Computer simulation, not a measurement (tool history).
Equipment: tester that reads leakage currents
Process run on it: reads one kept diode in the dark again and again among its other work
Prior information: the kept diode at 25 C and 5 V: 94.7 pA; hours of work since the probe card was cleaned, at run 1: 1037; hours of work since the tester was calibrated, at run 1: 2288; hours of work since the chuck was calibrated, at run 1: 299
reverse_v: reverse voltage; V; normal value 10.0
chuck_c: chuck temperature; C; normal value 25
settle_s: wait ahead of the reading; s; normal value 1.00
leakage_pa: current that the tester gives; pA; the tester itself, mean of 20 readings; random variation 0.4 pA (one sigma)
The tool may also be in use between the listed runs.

run,day,reverse_v,chuck_c,settle_s,hours of work since the probe card was cleaned,hours of work since the tester was calibrated,hours of work since the chuck was calibrated,leakage_pa
1,0.000,10.0,25,1.00,1037,2288,299,142.38
2,4.008,10.0,25,1.00,1092,2343,354,143.89
3,6.242,10.0,25,1.00,1123,2374,385,145.43
# day 8.338: probe card cleaned and baked
4,8.912,10.0,25,1.00,8,2409,421,138.43
5,11.058,10.0,25,1.00,38,2439,450,139.82
6,15.625,10.0,25,1.00,101,2502,513,141.18
7,19.821,10.0,25,6.23,159,2560,571,140.91
8,23.558,10.0,25,1.00,211,2612,623,143.16
9,26.796,10.0,25,1.00,255,2657,668,145.39
10,28.921,10.0,25,1.00,285,2686,697,145.64
11,33.325,10.0,24,1.00,346,2747,758,137.18
12,37.150,10.0,25,1.00,399,2800,811,148.53
13,39.079,10.0,25,1.00,425,2827,838,148.49
# day 39.592: tester calibrated
14,42.871,10.0,25,1.00,477,45,889,148.71
15,45.021,10.0,25,1.00,506,75,919,149.44
16,47.129,10.0,25,1.00,535,104,948,149.66
17,49.996,10.0,25,1.00,575,144,988,150.74
# day 51.767: tester calibrated, once more
18,52.300,10.0,25,1.00,606,7,1018,156.44
19,54.438,10.0,25,1.00,635,37,1048,158.46
# day 55.588: chuck's temperature calibrated
20,58.212,10.0,25,1.00,687,88,36,137.11
21,60.642,10.0,60,0.72,720,122,70,1583.44
22,63.050,10.0,60,0.72,753,155,103,1592.10
23,66.275,10.0,60,0.72,798,200,148,1600.91
24,70.783,10.0,60,0.72,860,262,210,1606.12
25,73.050,10.0,60,0.72,892,293,242,1612.42
26,76.150,10.0,60,0.72,935,336,284,1618.66
27,78.438,3.3,36,0.72,966,368,316,189.91
28,81.079,5.0,31,6.60,1003,404,353,160.44
29,83.208,10.0,45,0.41,1032,434,382,610.09
30,85.342,4.1,29,0.33,1062,463,412,128.70
31,89.671,4.1,32,0.33,1122,523,471,161.01
# day 91.696: probe card cleaned and baked
32,92.271,12.5,22,0.33,8,557,506,128.10
33,96.112,12.7,25,3.41,61,611,559,159.10
34,99.112,9.2,43,6.87,103,652,600,519.18
35,101.546,3.5,39,0.65,136,686,634,248.26
36,104.179,2.7,31,1.00,173,722,670,123.24
37,106.404,2.7,31,8.22,203,753,701,123.12
38,110.638,10.0,40,1.11,262,812,760,446.50
39,115.179,10.0,50,2.23,325,874,823,892.71

Subtracting, for every run, the result it would have given without the tool's unlogged condition from the measured result gives the following. The same run-to-run variation enters both numbers; the gauge's scatter may not:
Unlogged tool condition in this case: stray current of the dirty probe card, pA a volt; current scale over the true one, %; true chuck temperature over the reading, C; drift of the gauge itself on leakage_pa, %.
run,leakage_pa
1,+9.82
2,+11.11
3,+11.86
4,+6.03
5,+6.74
6,+8.20
7,+9.61
8,+10.83
9,+12.01
10,+12.67
11,+13.40
12,+15.44
13,+15.95
14,+15.88
15,+16.57
16,+17.30
17,+18.23
18,+23.80
19,+24.72
20,+4.28
21,+11.78
22,+17.36
23,+25.25
24,+35.03
25,+40.67
26,+48.35
27,+8.41
28,+9.24
29,+29.88
30,+8.48
31,+10.96
32,+7.47
33,+10.84
34,+32.82
35,+16.99
36,+9.49
37,+9.97
38,+37.25
39,+75.13

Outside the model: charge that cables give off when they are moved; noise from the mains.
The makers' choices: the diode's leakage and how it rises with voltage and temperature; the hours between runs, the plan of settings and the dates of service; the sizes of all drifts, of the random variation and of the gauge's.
